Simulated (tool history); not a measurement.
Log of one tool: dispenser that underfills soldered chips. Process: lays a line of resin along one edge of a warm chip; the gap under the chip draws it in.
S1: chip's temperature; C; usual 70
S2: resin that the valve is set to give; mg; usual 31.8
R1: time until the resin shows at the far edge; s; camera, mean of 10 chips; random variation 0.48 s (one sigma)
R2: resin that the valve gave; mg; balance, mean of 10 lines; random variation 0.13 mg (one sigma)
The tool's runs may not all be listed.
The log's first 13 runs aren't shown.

{"run": 14, "hour": 52.8, "S1": 70, "S2": 29.6, "R1": 48.4, "R2": 28.74}
{"run": 15, "hour": 55.7, "S1": 77, "S2": 31.8, "R1": 39.4, "R2": 31.02}
{"run": 16, "hour": 58.4, "S1": 70, "S2": 27.4, "R1": 58.4, "R2": 26.54}
{"hour": 60.1, "done": "new syringe of resin"}
{"run": 17, "hour": 62.1, "S1": 70, "S2": 27.4, "R1": 40.9, "R2": 26.39}
{"run": 18, "hour": 65.1, "S1": 70, "S2": 27.4, "R1": 43.7, "R2": 26.65}
{"run": 19, "hour": 70.7, "S1": 84, "S2": 34.4, "R1": 28.0, "R2": 33.2}
{"run": 20, "hour": 75.5, "S1": 63, "S2": 35.9, "R1": 72.9, "R2": 34.52}
{"hour": 76.7, "done": "new syringe of resin"}
{"run": 21, "hour": 78.4, "S1": 63, "S2": 35.9, "R1": 50.4, "R2": 34.54}
{"run": 22, "hour": 81.6, "S1": 60, "S2": 30.0, "R1": 66.1, "R2": 28.71}
{"run": 23, "hour": 86.7, "S1": 68, "S2": 28.3, "R1": 56.5, "R2": 27.03}
{"run": 24, "hour": 91.3, "S1": 73, "S2": 29.0, "R1": 51.3, "R2": 27.82}
{"hour": 93.1, "done": "new syringe of resin"}
{"run": 25, "hour": 96.5, "S1": 66, "S2": 32.8, "R1": 49.0, "R2": 31.22}
{"run": 26, "hour": 99.2, "S1": 78, "S2": 32.8, "R1": 32.7, "R2": 30.88}
{"run": 27, "hour": 105.1, "S1": 78, "S2": 28.3, "R1": 39.3, "R2": 26.61}
{"hour": 109.6, "done": "new syringe of resin"}
{"run": 28, "hour": 111.3, "S1": 78, "S2": 35.5, "R1": 27.8, "R2": 33.24}
{"run": 29, "hour": 116.6, "S1": 75, "S2": 29.1, "R1": 39.0, "R2": 27.32}
{"run": 30, "hour": 121.8, "S1": 69, "S2": 39.7, "R1": 52.7, "R2": 37.08}
{"hour": 123.1, "done": "dispensing valve cleaned and set on the balance"}
{"run": 31, "hour": 126.6, "S1": 69, "S2": 39.7, "R1": 58.4, "R2": 39.57}
{"hour": 127.3, "done": "new syringe of resin"}
{"run": 32, "hour": 131.4, "S1": 78, "S2": 36.7, "R1": 30.1, "R2": 36.4}
{"run": 33, "hour": 134.4, "S1": 55, "S2": 33.0, "R1": 86.1, "R2": 32.78}
{"run": 34, "hour": 138.4, "S1": 80, "S2": 32.4, "R1": 34.3, "R2": 32.11}
{"hour": 143.9, "done": "new syringe of resin"}
{"run": 35, "hour": 144.3, "S1": 80, "S2": 32.4, "R1": 24.8, "R2": 31.97}

Forecast each of these 5 alternatives for the next run:
{"run": "A", "hour": 146.9, "S1": 74, "S2": 32.0, "R1": "?", "R2": "?"}
{"run": "B", "hour": 146.9, "S1": 55, "S2": 27.0, "R1": "?", "R2": "?"}
{"run": "C", "hour": 146.9, "S1": 57, "S2": 33.6, "R1": "?", "R2": "?"}
{"run": "D", "hour": 146.9, "S1": 66, "S2": 40.0, "R1": "?", "R2": "?"}
{"run": "E", "hour": 146.9, "S1": 76, "S2": 28.8, "R1": "?", "R2": "?"}

run=A R1=34.7 R2=31.49
run=B R1=80.0 R2=26.66
run=C R1=69.0 R2=33.08
run=D R1=45.7 R2=39.39
run=E R1=32.4 R2=28.30
Without the tool's hidden state the same runs would have given:
run=A R1=32.1 R2=31.89
run=B R1=74.1 R2=27.00
run=C R1=64.1 R2=33.49
run=D R1=42.4 R2=39.88
run=E R1=29.9 R2=28.65
